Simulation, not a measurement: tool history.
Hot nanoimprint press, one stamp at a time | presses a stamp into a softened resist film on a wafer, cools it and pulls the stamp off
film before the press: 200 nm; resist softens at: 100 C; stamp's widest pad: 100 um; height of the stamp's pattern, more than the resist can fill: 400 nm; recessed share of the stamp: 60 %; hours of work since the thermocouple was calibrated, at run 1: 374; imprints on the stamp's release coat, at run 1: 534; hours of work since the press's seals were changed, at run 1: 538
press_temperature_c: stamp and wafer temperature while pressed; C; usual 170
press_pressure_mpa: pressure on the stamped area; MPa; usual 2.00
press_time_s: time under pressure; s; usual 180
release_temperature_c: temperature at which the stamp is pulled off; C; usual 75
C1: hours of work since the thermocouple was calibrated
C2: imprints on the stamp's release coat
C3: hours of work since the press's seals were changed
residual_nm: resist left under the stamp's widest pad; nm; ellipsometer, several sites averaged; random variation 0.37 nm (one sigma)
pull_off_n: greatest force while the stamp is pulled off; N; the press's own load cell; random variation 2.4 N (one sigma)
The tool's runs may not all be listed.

{"run": 1, "hour": 0.0, "press_temperature_c": 170, "press_pressure_mpa": 2.0, "press_time_s": 180, "release_temperature_c": 75, "C1": 374, "C2": 534, "C3": 538, "residual_nm": 89.1, "pull_off_n": 230}
{"run": 2, "hour": 27.0, "press_temperature_c": 170, "press_pressure_mpa": 2.0, "press_time_s": 180, "release_temperature_c": 75, "C1": 387, "C2": 605, "C3": 551, "residual_nm": 89.2, "pull_off_n": 236}
{"run": 3, "hour": 47.6, "press_temperature_c": 170, "press_pressure_mpa": 2.0, "press_time_s": 180, "release_temperature_c": 75, "C1": 397, "C2": 660, "C3": 561, "residual_nm": 89.0, "pull_off_n": 234}
{"run": 4, "hour": 96.2, "press_temperature_c": 170, "press_pressure_mpa": 2.0, "press_time_s": 180, "release_temperature_c": 75, "C1": 419, "C2": 789, "C3": 583, "residual_nm": 89.1, "pull_off_n": 244}
{"run": 5, "hour": 127.8, "press_temperature_c": 170, "press_pressure_mpa": 2.0, "press_time_s": 180, "release_temperature_c": 75, "C1": 434, "C2": 873, "C3": 598, "residual_nm": 88.8, "pull_off_n": 248}
{"hour": 156.5, "done": "stamp cleaned and given a new release coat"}
{"run": 6, "hour": 163.1, "press_temperature_c": 170, "press_pressure_mpa": 2.0, "press_time_s": 167, "release_temperature_c": 75, "C1": 448, "C2": 17, "C3": 612, "residual_nm": 90.3, "pull_off_n": 206}
{"run": 7, "hour": 205.3, "press_temperature_c": 170, "press_pressure_mpa": 2.0, "press_time_s": 167, "release_temperature_c": 75, "C1": 468, "C2": 129, "C3": 632, "residual_nm": 90.6, "pull_off_n": 206}
{"run": 8, "hour": 237.0, "press_temperature_c": 170, "press_pressure_mpa": 2.0, "press_time_s": 180, "release_temperature_c": 75, "C1": 483, "C2": 213, "C3": 647, "residual_nm": 87.5, "pull_off_n": 211}
{"run": 9, "hour": 266.7, "press_temperature_c": 170, "press_pressure_mpa": 2.0, "press_time_s": 180, "release_temperature_c": 75, "C1": 496, "C2": 292, "C3": 660, "residual_nm": 88.3, "pull_off_n": 215}
{"run": 10, "hour": 314.3, "press_temperature_c": 170, "press_pressure_mpa": 2.0, "press_time_s": 329, "release_temperature_c": 75, "C1": 519, "C2": 419, "C3": 683, "residual_nm": 70.3, "pull_off_n": 225}
{"run": 11, "hour": 345.5, "press_temperature_c": 170, "press_pressure_mpa": 2.0, "press_time_s": 180, "release_temperature_c": 71, "C1": 533, "C2": 502, "C3": 697, "residual_nm": 87.1, "pull_off_n": 248}
{"run": 12, "hour": 368.0, "press_temperature_c": 166, "press_pressure_mpa": 2.0, "press_time_s": 180, "release_temperature_c": 71, "C1": 544, "C2": 561, "C3": 708, "residual_nm": 106.3, "pull_off_n": 260}
{"run": 13, "hour": 395.1, "press_temperature_c": 166, "press_pressure_mpa": 2.0, "press_time_s": 180, "release_temperature_c": 71, "C1": 557, "C2": 634, "C3": 721, "residual_nm": 106.3, "pull_off_n": 261}
{"run": 14, "hour": 425.6, "press_temperature_c": 166, "press_pressure_mpa": 2.0, "press_time_s": 180, "release_temperature_c": 71, "C1": 571, "C2": 715, "C3": 735, "residual_nm": 105.5, "pull_off_n": 261}
{"hour": 431.8, "done": "plate thermocouple calibrated"}
{"run": 15, "hour": 465.8, "press_temperature_c": 161, "press_pressure_mpa": 2.0, "press_time_s": 180, "release_temperature_c": 75, "C1": 16, "C2": 814, "C3": 752, "residual_nm": 142.4, "pull_off_n": 254}
{"run": 16, "hour": 491.7, "press_temperature_c": 169, "press_pressure_mpa": 2.14, "press_time_s": 217, "release_temperature_c": 61, "C1": 28, "C2": 882, "C3": 765, "residual_nm": 90.8, "pull_off_n": 354}
{"hour": 516.1, "done": "stamp cleaned and given a new release coat"}
{"run": 17, "hour": 537.7, "press_temperature_c": 169, "press_pressure_mpa": 2.14, "press_time_s": 217, "release_temperature_c": 61, "C1": 47, "C2": 58, "C3": 783, "residual_nm": 90.5, "pull_off_n": 291}
{"run": 18, "hour": 578.7, "press_temperature_c": 170, "press_pressure_mpa": 1.21, "press_time_s": 262, "release_temperature_c": 69, "C1": 66, "C2": 167, "C3": 803, "residual_nm": 105.1, "pull_off_n": 253}
{"run": 19, "hour": 617.3, "press_temperature_c": 178, "press_pressure_mpa": 1.44, "press_time_s": 148, "release_temperature_c": 80, "C1": 84, "C2": 269, "C3": 821, "residual_nm": 80.6, "pull_off_n": 194}
{"run": 20, "hour": 664.8, "press_temperature_c": 170, "press_pressure_mpa": 2.0, "press_time_s": 180, "release_temperature_c": 67, "C1": 106, "C2": 395, "C3": 843, "residual_nm": 93.9, "pull_off_n": 277}
{"run": 21, "hour": 689.9, "press_temperature_c": 170, "press_pressure_mpa": 2.0, "press_time_s": 180, "release_temperature_c": 67, "C1": 118, "C2": 462, "C3": 855, "residual_nm": 94.2, "pull_off_n": 285}
{"run": 22, "hour": 732.4, "press_temperature_c": 180, "press_pressure_mpa": 2.0, "press_time_s": 180, "release_temperature_c": 67, "C1": 138, "C2": 575, "C3": 875, "residual_nm": 56.0, "pull_off_n": 293}
{"run": 23, "hour": 765.7, "press_temperature_c": 180, "press_pressure_mpa": 2.0, "press_time_s": 180, "release_temperature_c": 67, "C1": 154, "C2": 663, "C3": 890, "residual_nm": 56.2, "pull_off_n": 289}
{"run": 24, "hour": 814.7, "press_temperature_c": 170, "press_pressure_mpa": 2.52, "press_time_s": 102, "release_temperature_c": 73, "C1": 177, "C2": 794, "C3": 913, "residual_nm": 101.7, "pull_off_n": 262}
{"run": 25, "hour": 849.2, "press_temperature_c": 160, "press_pressure_mpa": 2.52, "press_time_s": 230, "release_temperature_c": 75, "C1": 193, "C2": 885, "C3": 929, "residual_nm": 127.8, "pull_off_n": 254}
{"hour": 874.1, "done": "stamp cleaned and given a new release coat"}
{"run": 26, "hour": 886.5, "press_temperature_c": 170, "press_pressure_mpa": 1.42, "press_time_s": 180, "release_temperature_c": 61, "C1": 208, "C2": 33, "C3": 944, "residual_nm": 108.0, "pull_off_n": 288}
{"run": 27, "hour": 922.7, "press_temperature_c": 168, "press_pressure_mpa": 1.4, "press_time_s": 161, "release_temperature_c": 62, "C1": 225, "C2": 130, "C3": 961, "residual_nm": 123.1, "pull_off_n": 290}
{"run": 28, "hour": 957.8, "press_temperature_c": 168, "press_pressure_mpa": 1.4, "press_time_s": 161, "release_temperature_c": 62, "C1": 241, "C2": 223, "C3": 977, "residual_nm": 122.2, "pull_off_n": 298}
{"hour": 979.8, "done": "press's hydraulic seals changed and the load cell set to zero"}
{"run": 29, "hour": 1003.1, "press_temperature_c": 170, "press_pressure_mpa": 1.91, "press_time_s": 180, "release_temperature_c": 75, "C1": 258, "C2": 322, "C3": 11, "residual_nm": 90.1, "pull_off_n": 224}

The same runs without the tool's hidden state, with the same run-to-run variation:
The hidden state here: true temperature over the reading, C; pressure that arrives at the usual setting, %; grip of the stamp's worn release coat, % over a new coat's; drift of the gauge itself on residual_nm, %; drift of the gauge itself on pull_off_n, %.
run=1 residual_nm=92.7 pull_off_n=211
run=2 residual_nm=93.1 pull_off_n=214
run=3 residual_nm=93.0 pull_off_n=209
run=4 residual_nm=93.3 pull_off_n=213
run=5 residual_nm=93.3 pull_off_n=213
run=6 residual_nm=95.0 pull_off_n=214
run=7 residual_nm=95.7 pull_off_n=209
run=8 residual_nm=92.6 pull_off_n=210
run=9 residual_nm=93.6 pull_off_n=211
run=10 residual_nm=75.2 pull_off_n=215
run=11 residual_nm=92.8 pull_off_n=232
run=12 residual_nm=113.3 pull_off_n=240
run=13 residual_nm=113.5 pull_off_n=237
run=14 residual_nm=112.9 pull_off_n=234
run=15 residual_nm=140.5 pull_off_n=213
run=16 residual_nm=88.8 pull_off_n=292
run=17 residual_nm=88.7 pull_off_n=289
run=18 residual_nm=104.9 pull_off_n=245
run=19 residual_nm=80.2 pull_off_n=185
run=20 residual_nm=93.1 pull_off_n=256
run=21 residual_nm=93.5 pull_off_n=260
run=22 residual_nm=55.5 pull_off_n=261
run=23 residual_nm=55.8 pull_off_n=253
run=24 residual_nm=100.8 pull_off_n=223
run=25 residual_nm=127.7 pull_off_n=214
run=26 residual_nm=109.8 pull_off_n=291
run=27 residual_nm=125.3 pull_off_n=287
run=28 residual_nm=124.6 pull_off_n=289
run=29 residual_nm=95.0 pull_off_n=214

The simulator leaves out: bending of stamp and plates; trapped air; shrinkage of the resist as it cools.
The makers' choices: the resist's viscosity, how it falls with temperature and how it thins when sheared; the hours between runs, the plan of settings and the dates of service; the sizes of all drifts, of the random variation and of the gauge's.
